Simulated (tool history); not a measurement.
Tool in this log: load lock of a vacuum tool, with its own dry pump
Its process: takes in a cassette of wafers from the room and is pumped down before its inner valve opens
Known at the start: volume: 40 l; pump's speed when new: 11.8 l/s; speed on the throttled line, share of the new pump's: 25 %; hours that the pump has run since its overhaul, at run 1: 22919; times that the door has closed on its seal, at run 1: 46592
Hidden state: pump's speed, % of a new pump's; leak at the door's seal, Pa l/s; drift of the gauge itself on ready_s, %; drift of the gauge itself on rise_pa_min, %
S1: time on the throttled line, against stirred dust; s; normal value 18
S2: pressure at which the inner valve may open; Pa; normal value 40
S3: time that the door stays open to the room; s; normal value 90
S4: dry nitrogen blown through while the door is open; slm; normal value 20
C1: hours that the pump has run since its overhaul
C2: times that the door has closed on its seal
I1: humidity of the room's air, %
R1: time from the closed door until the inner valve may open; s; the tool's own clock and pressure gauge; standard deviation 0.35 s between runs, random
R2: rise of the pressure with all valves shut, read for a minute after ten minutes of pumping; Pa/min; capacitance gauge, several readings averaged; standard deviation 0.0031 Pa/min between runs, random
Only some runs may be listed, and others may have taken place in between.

{"run": 1, "day": 0.0, "S1": 18, "S2": 40, "S3": 90, "S4": 20, "C1": 22919, "C2": 46592, "I1": 43.4, "R1": 46.3, "R2": 0.175}
{"run": 2, "day": 15.262, "S1": 18, "S2": 40, "S3": 90, "S4": 20, "C1": 23285, "C2": 47937, "I1": 44.8, "R1": 46.1, "R2": 0.185}
{"run": 3, "day": 25.158, "S1": 18, "S2": 40, "S3": 90, "S4": 8, "C1": 23523, "C2": 48809, "I1": 44.5, "R1": 46.6, "R2": 0.206}
{"run": 4, "day": 35.062, "S1": 18, "S2": 40, "S3": 90, "S4": 20, "C1": 23761, "C2": 49682, "I1": 43.1, "R1": 46, "R2": 0.196}
{"run": 5, "day": 45.833, "S1": 18, "S2": 40, "S3": 90, "S4": 20, "C1": 24019, "C2": 50632, "I1": 41.2, "R1": 46, "R2": 0.194}
{"run": 6, "day": 54.838, "S1": 18, "S2": 40, "S3": 90, "S4": 20, "C1": 24235, "C2": 51425, "I1": 43.6, "R1": 45.8, "R2": 0.198}
{"run": 7, "day": 62.354, "S1": 20, "S2": 40, "S3": 90, "S4": 20, "C1": 24416, "C2": 52088, "I1": 43, "R1": 47.7, "R2": 0.198}
{"run": 8, "day": 70.888, "S1": 18, "S2": 40, "S3": 90, "S4": 20, "C1": 24620, "C2": 52840, "I1": 43.7, "R1": 47.3, "R2": 0.203}
{"day": 75.862, "done": "dry pump taken out, an overhauled one fitted"}
{"run": 9, "day": 82.117, "S1": 15, "S2": 40, "S3": 90, "S4": 20, "C1": 150, "C2": 53808, "I1": 43, "R1": 38.4, "R2": 0.212}
{"run": 10, "day": 93.817, "S1": 15, "S2": 40, "S3": 90, "S4": 20, "C1": 431, "C2": 54839, "I1": 43.6, "R1": 37.5, "R2": 0.216}
{"run": 11, "day": 103.608, "S1": 15, "S2": 40, "S3": 90, "S4": 20, "C1": 666, "C2": 55703, "I1": 44.6, "R1": 37.4, "R2": 0.222}
{"run": 12, "day": 114.388, "S1": 15, "S2": 40, "S3": 90, "S4": 20, "C1": 925, "C2": 56653, "I1": 45.9, "R1": 37.8, "R2": 0.232}
{"run": 13, "day": 128.167, "S1": 18, "S2": 40, "S3": 90, "S4": 20, "C1": 1255, "C2": 57867, "I1": 48.2, "R1": 39.8, "R2": 0.233}
{"run": 14, "day": 145.75, "S1": 18, "S2": 40, "S3": 90, "S4": 20, "C1": 1677, "C2": 59417, "I1": 47.2, "R1": 40.4, "R2": 0.237}
{"run": 15, "day": 156.488, "S1": 18, "S2": 40, "S3": 114, "S4": 9, "C1": 1935, "C2": 60364, "I1": 45.4, "R1": 40.1, "R2": 0.271}
{"run": 16, "day": 167.375, "S1": 18, "S2": 73, "S3": 58, "S4": 9, "C1": 2196, "C2": 61323, "I1": 46.5, "R1": 38.7, "R2": 0.254}
{"run": 17, "day": 185.75, "S1": 18, "S2": 40, "S3": 32, "S4": 11, "C1": 2637, "C2": 62943, "I1": 45.8, "R1": 40.3, "R2": 0.238}
{"run": 18, "day": 198.333, "S1": 18, "S2": 40, "S3": 56, "S4": 20, "C1": 2939, "C2": 64052, "I1": 44.5, "R1": 40.1, "R2": 0.251}
{"run": 19, "day": 210.125, "S1": 28, "S2": 40, "S3": 56, "S4": 11, "C1": 3222, "C2": 65092, "I1": 44.8, "R1": 48, "R2": 0.272}
{"run": 20, "day": 227.267, "S1": 18, "S2": 57, "S3": 240, "S4": 20, "C1": 3634, "C2": 66603, "I1": 46.6, "R1": 39.8, "R2": 0.32}
{"run": 21, "day": 235.571, "S1": 18, "S2": 57, "S3": 240, "S4": 20, "C1": 3833, "C2": 67335, "I1": 43.8, "R1": 39.5, "R2": 0.315}
{"run": 22, "day": 243.879, "S1": 10, "S2": 74, "S3": 90, "S4": 20, "C1": 4032, "C2": 68067, "I1": 42.9, "R1": 32.6, "R2": 0.282}
{"run": 23, "day": 252.729, "S1": 11, "S2": 66, "S3": 46, "S4": 25, "C1": 4245, "C2": 68847, "I1": 48.3, "R1": 34.1, "R2": 0.27}
{"run": 24, "day": 263.442, "S1": 11, "S2": 66, "S3": 46, "S4": 25, "C1": 4502, "C2": 69791, "I1": 47.8, "R1": 34.6, "R2": 0.277}
{"run": 25, "day": 281.75, "S1": 11, "S2": 66, "S3": 46, "S4": 25, "C1": 4941, "C2": 71405, "I1": 47.3, "R1": 33.6, "R2": 0.283}
{"run": 26, "day": 294.196, "S1": 11, "S2": 66, "S3": 46, "S4": 25, "C1": 5240, "C2": 72502, "I1": 45.4, "R1": 34.5, "R2": 0.287}
{"run": 27, "day": 308.175, "S1": 18, "S2": 40, "S3": 90, "S4": 5, "C1": 5575, "C2": 73734, "I1": 41.8, "R1": 40.9, "R2": 0.342}
{"run": 28, "day": 325.833, "S1": 34, "S2": 40, "S3": 74, "S4": 43, "C1": 5999, "C2": 75291, "I1": 44.2, "R1": 52.9, "R2": 0.312}

What if the next run were any one of these 5? Each begins from the tool's condition after run 28:
{"run": "A", "day": 340.221, "S1": 14, "S2": 40, "S3": 90, "S4": 20, "C1": 6345, "C2": 76559, "I1": 42.9, "R1": "?", "R2": "?"}
{"run": "B", "day": 340.221, "S1": 33, "S2": 39, "S3": 45, "S4": 20, "C1": 6345, "C2": 76559, "I1": 43.4, "R1": "?", "R2": "?"}
{"run": "C", "day": 340.221, "S1": 34, "S2": 48, "S3": 74, "S4": 43, "C1": 6345, "C2": 76559, "I1": 43.1, "R1": "?", "R2": "?"}
{"run": "D", "day": 340.221, "S1": 34, "S2": 40, "S3": 102, "S4": 43, "C1": 6345, "C2": 76559, "I1": 40.6, "R1": "?", "R2": "?"}
{"run": "E", "day": 340.221, "S1": 18, "S2": 40, "S3": 147, "S4": 20, "C1": 6345, "C2": 76559, "I1": 42.9, "R1": "?", "R2": "?"}

run=A R1=38.8 R2=0.335
run=B R1=52.8 R2=0.311
run=C R1=52.5 R2=0.314
run=D R1=53.3 R2=0.308
run=E R1=41.3 R2=0.346
With the hidden condition removed and each run's random variation left untouched, the same runs would have given:
run=A R1=37.3 R2=0.058
run=B R1=51.6 R2=0.039
run=C R1=51.4 R2=0.033
run=D R1=52.1 R2=0.037
run=E R1=39.9 R2=0.07

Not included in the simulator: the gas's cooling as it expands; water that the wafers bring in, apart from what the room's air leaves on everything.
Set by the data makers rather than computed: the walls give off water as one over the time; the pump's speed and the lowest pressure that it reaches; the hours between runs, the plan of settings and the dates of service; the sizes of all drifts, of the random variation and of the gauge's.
